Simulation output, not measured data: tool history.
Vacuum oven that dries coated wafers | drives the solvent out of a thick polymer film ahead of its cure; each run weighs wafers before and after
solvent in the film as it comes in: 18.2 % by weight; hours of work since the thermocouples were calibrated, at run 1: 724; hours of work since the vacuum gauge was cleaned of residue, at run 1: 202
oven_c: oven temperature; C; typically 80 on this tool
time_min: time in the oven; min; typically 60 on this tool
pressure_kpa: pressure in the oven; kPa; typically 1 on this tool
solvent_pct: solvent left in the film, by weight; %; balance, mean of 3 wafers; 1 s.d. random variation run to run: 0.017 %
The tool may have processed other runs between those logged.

run	hour	oven_c	time_min	pressure_kpa	hours of work since the thermocouples were calibrated	hours of work since the vacuum gauge was cleaned of residue	solvent_pct
1	0	80	60	1	724	202	0.94
2	9.5	80	60	1	730	209	0.91
3	18.7	80	60	1	737	215	0.9
4	25.3	80	60	1.15	742	220	1
5	36.5	80	60	1.03	749	228	0.92
6	47.4	80	60	1.03	757	236	0.92
7	59.1	80	97	1.03	765	244	0.65
8	65.8	80	97	1.03	770	249	0.64
9	79.7	80	97	1.03	780	259	0.65
10	91.2	70	60	1	788	267	3.45
11	104.7	70	60	1	798	276	3.43
12	112.7	80	60	1	803	282	0.91
13	125.8	80	51	1	813	291	1.14
14	138.6	80	60	1	822	300	0.93
15	150.9	80	60	1	830	309	0.92
16	160.9	80	60	1	838	316	0.92
17	169	80	60	1	843	322	0.87
18	178.1	80	60	1	850	328	0.9
19	190.5	80	60	1	858	337	0.91
20	201.6	80	60	1	866	345	0.93
21	216.6	80	60	1	877	356	0.92
22	227.4	80	60	1	885	363	0.9
23	242.3	80	60	1	895	374	0.89
24	250.5	80	60	2.25	901	380	1.6
25	262.1	80	60	2.25	909	388	1.56
26	270.1	80	60	2.25	915	393	1.6
27	281.9	80	91	1	923	402	0.63
28	288.2	93	60	1	928	406	0.39
29	295.2	93	60	1	933	411	0.38
30	308.7	92	48	1.65	942	421	0.59
31	320.7	82	60	1	951	429	0.71
32	329	82	60	1	957	435	0.71
33	341.5	82	48	3.59	965	444	2.21
34	352.8	68	87	1.02	973	452	2.64
35	368	86	60	3.02	984	463	1.41
36	375.2	71	60	3.02	989	468	4.36
37	385.1	69	55	0.54	996	475	3.84
38	398.4	69	31	2.55	1006	484	7.86
39	406.4	85	88	0.75	1011	490	0.36
40	419.9	70	60	0.5	1021	499	2.94
41	432.6	65	60	0.52	1030	508	5.11
42	439.8	72	60	1	1035	514	2.63
43	450.6	94	74	0.58	1043	521	0.24
44	457.5	91	71	1.12	1047	526	0.44
45	469.7	87	80	1.33	1056	535	0.62
46	484.8	74	36	1.36	1067	545	4.18

Alternative continuations, all from the tool just after run 46; predict every row:
A	491	80	60	1.25	1071	550	?
B	491	94	66	1.9	1071	550	?
C	491	80	58	0.53	1071	550	?
D	491	71	36	0.68	1071	550	?

run	solvent_pct
A	1.03
B	0.65
C	0.66
D	5.12
Stripped of hidden state, with their random variation kept, the same runs would have yielded:
run	solvent_pct
A	1.24
B	0.67
C	0.87
D	5.96

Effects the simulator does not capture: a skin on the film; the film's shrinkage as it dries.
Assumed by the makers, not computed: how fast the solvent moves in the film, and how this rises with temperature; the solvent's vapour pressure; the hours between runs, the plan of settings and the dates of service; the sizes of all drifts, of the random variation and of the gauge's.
